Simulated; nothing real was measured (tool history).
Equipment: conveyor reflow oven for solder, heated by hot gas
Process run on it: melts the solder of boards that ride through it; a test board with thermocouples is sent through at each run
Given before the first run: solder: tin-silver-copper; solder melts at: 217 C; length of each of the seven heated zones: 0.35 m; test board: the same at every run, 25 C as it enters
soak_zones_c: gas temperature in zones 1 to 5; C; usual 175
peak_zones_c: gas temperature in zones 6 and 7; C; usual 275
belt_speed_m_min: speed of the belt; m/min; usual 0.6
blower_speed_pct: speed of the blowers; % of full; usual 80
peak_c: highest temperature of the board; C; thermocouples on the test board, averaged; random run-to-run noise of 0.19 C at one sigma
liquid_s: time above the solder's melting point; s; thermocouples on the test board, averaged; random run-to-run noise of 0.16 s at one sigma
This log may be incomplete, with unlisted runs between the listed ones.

Run 1, hour 0: usual settings. Result: peak_c 257.2 C, liquid_s 55.7 s.
Run 2, hour 20: usual settings. Result: peak_c 257.2 C, liquid_s 55.9 s.
Run 3, hour 44.4: usual settings but soak_zones_c 174 C. Result: peak_c 257.3 C, liquid_s 55.1 s.
Run 4, hour 75.6: usual settings but soak_zones_c 174 C. Result: peak_c 256.9 C, liquid_s 54.9 s.
Run 5, hour 108.7: usual settings but soak_zones_c 189 C. Result: peak_c 259.5 C, liquid_s 61.8 s.
Run 6, hour 129.1: usual settings but soak_zones_c 189 C. Result: peak_c 259.3 C, liquid_s 62 s.
Run 7, hour 148.1: usual settings but soak_zones_c 189 C. Result: peak_c 259.3 C, liquid_s 62.1 s.
Run 8, hour 169.1: usual settings but blower_speed_pct 70 % of full. Result: peak_c 253.3 C, liquid_s 52.8 s.
Run 9, hour 191.1: usual settings but blower_speed_pct 70 % of full. Result: peak_c 253.3 C, liquid_s 52.8 s.
Run 10, hour 214.3: usual settings but blower_speed_pct 70 % of full. Result: peak_c 253.4 C, liquid_s 52.5 s.
Run 11, hour 227.6: usual settings. Result: peak_c 256.6 C, liquid_s 55.3 s.
Run 12, hour 247.2: usual settings. Result: peak_c 256.4 C, liquid_s 55.2 s.
Run 13, hour 277.5: usual settings. Result: peak_c 256.4 C, liquid_s 55 s.
Run 14, hour 306.6: usual settings. Result: peak_c 256.1 C, liquid_s 54.8 s.
Run 15, hour 325: usual settings but peak_zones_c 287 C. Result: peak_c 266.3 C, liquid_s 60.6 s.
Run 16, hour 342.3: usual settings. Result: peak_c 256.1 C, liquid_s 54.8 s.
Run 17, hour 369.4: usual settings but belt_speed_m_min 0.605 m/min, blower_speed_pct 88 % of full. Result: peak_c 257.7 C, liquid_s 55.9 s.
Run 18, hour 388.8: usual settings but belt_speed_m_min 0.605 m/min, blower_speed_pct 53 % of full. Result: peak_c 244.9 C, liquid_s 44.1 s.
Run 19, hour 415.8: usual settings but belt_speed_m_min 0.605 m/min, blower_speed_pct 53 % of full. Result: peak_c 244.8 C, liquid_s 43.7 s.
Run 20, hour 432.1: usual settings but peak_zones_c 281 C, belt_speed_m_min 0.605 m/min, blower_speed_pct 53 % of full. Result: peak_c 249.7 C, liquid_s 47.7 s.
Run 21, hour 448.2: usual settings but belt_speed_m_min 0.698 m/min, blower_speed_pct 89 % of full. Result: peak_c 252.5 C, liquid_s 44.3 s.
Run 22, hour 464.2: usual settings but belt_speed_m_min 0.698 m/min, blower_speed_pct 89 % of full. Result: peak_c 252.1 C, liquid_s 44.1 s.
Run 23, hour 489.2: usual settings but belt_speed_m_min 0.698 m/min, blower_speed_pct 89 % of full. Result: peak_c 252.5 C, liquid_s 44.5 s.

What does the tool deliver on the next run?
Run 24, hour 522: usual settings but belt_speed_m_min 0.568 m/min, blower_speed_pct 89 % of full. Result: peak_c ?, liquid_s ?.

peak_c: 259.6 C
liquid_s: 60.5 s
The same run, on a tool lacking any hidden state, would have yielded peak_c 261.2 C, liquid_s 61 s.

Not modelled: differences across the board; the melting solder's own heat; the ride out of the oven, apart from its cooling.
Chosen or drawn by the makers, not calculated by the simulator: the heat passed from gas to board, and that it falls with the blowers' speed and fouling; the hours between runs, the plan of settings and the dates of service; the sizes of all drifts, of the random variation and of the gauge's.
